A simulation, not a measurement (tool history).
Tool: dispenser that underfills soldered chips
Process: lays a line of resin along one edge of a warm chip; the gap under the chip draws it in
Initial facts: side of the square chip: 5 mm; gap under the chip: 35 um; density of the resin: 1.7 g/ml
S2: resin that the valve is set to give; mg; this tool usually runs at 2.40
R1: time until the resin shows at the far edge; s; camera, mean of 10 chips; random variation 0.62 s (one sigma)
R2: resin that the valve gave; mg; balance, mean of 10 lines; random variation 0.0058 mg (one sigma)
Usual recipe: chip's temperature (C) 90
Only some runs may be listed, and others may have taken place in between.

Run 1, hour 0.0: usual settings. Result: R1 72.5 s, R2 2.383 mg.
At hour 7.7: new syringe of resin.
Run 2, hour 10.7: usual settings. Result: R1 61.4 s, R2 2.352 mg.
At hour 22.9: new syringe of resin.
Run 3, hour 26.2: usual settings. Result: R1 61.8 s, R2 2.347 mg.
Run 4, hour 36.3: usual settings. Result: R1 92.1 s, R2 2.331 mg.
At hour 37.6: new syringe of resin.
Run 5, hour 45.1: usual settings. Result: R1 73.4 s, R2 2.320 mg.
Run 6, hour 51.7: usual settings. Result: R1 92.1 s, R2 2.321 mg.
At hour 53.1: new syringe of resin.
At hour 54.1: dispensing valve cleaned and set on the balance.
Run 7, hour 61.2: usual settings but chip's temperature (C) 94, S2 2.68 mg. Result: R1 60.6 s, R2 2.675 mg.
At hour 69.2: new syringe of resin.
Run 8, hour 69.2: usual settings but chip's temperature (C) 96. Result: R1 44.6 s, R2 2.379 mg.
Run 9, hour 78.2: usual settings but chip's temperature (C) 101, S2 2.37 mg. Result: R1 52.7 s, R2 2.359 mg.
At hour 84.5: new syringe of resin.
Run 10, hour 91.8: usual settings but chip's temperature (C) 101, S2 2.37 mg. Result: R1 49.7 s, R2 2.334 mg.

Alternative continuations, all from the tool just after run 10; predict every row:
At hour 99.7: new syringe of resin.
Run A, hour 108.2: usual settings but chip's temperature (C) 79, S2 2.37 mg. Result: R1 ?, R2 ?.
At hour 99.7: new syringe of resin.
Run B, hour 108.2: usual settings but chip's temperature (C) 101, S2 2.19 mg. Result: R1 ?, R2 ?.
At hour 99.7: new syringe of resin.
Run C, hour 108.2: usual settings but chip's temperature (C) 101, S2 2.42 mg. Result: R1 ?, R2 ?.
At hour 99.7: new syringe of resin.
Run D, hour 108.2: usual settings but chip's temperature (C) 96, S2 3.08 mg. Result: R1 ?, R2 ?.

run     R1     R2
  A  109.9  2.319
  B   52.7  2.147
  C   52.2  2.365
  D   59.4  3.014
Without the tool's unlogged condition, the same runs would have read:
run    R1     R2
  A  80.9  2.368
  B  38.7  2.191
  C  38.5  2.414
  D  43.7  3.077
